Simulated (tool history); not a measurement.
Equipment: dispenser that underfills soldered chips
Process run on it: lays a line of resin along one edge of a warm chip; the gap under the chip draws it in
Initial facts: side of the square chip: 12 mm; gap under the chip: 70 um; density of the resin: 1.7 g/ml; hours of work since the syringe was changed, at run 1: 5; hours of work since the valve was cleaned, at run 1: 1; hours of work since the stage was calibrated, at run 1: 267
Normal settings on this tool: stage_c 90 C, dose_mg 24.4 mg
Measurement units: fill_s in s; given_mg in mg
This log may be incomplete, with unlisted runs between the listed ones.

run	hour	stage_c	dose_mg	hours of work since the syringe was changed	hours of work since the valve was cleaned	hours of work since the stage was calibrated	fill_s	given_mg
1	0.0	90	24.4	5	1	267	71.4	24.30
# hour 1.6: new syringe of resin
# hour 9.4: new syringe of resin
2	10.0	90	24.4	0	8	275	57.8	24.15
# hour 17.6: new syringe of resin
3	19.0	90	31.4	1	15	281	55.9	30.99
# hour 25.4: new syringe of resin
4	26.5	90	31.4	1	21	287	57.6	30.87
# hour 33.2: new syringe of resin
5	33.2	90	24.4	0	26	292	55.1	23.92
6	39.2	90	24.4	5	31	297	71.5	23.91
# hour 41.2: new syringe of resin
7	43.9	90	25.9	2	34	300	60.0	25.21
# hour 49.2: new syringe of resin
8	49.8	96	25.9	0	38	305	44.3	25.21
# hour 55.4: dispensing valve cleaned and set on the balance
# hour 58.4: new syringe of resin
9	61.8	96	25.9	3	5	313	49.9	25.87

For run 10, what comes out?
# hour 66.0: new syringe of resin
10	67.4	93	21.0	1	9	318	?	?

fill_s: 53.8 s
given_mg: 20.94 mg
Without the tool's hidden state the same run would have given fill_s 53.7 s, given_mg 20.99 mg.

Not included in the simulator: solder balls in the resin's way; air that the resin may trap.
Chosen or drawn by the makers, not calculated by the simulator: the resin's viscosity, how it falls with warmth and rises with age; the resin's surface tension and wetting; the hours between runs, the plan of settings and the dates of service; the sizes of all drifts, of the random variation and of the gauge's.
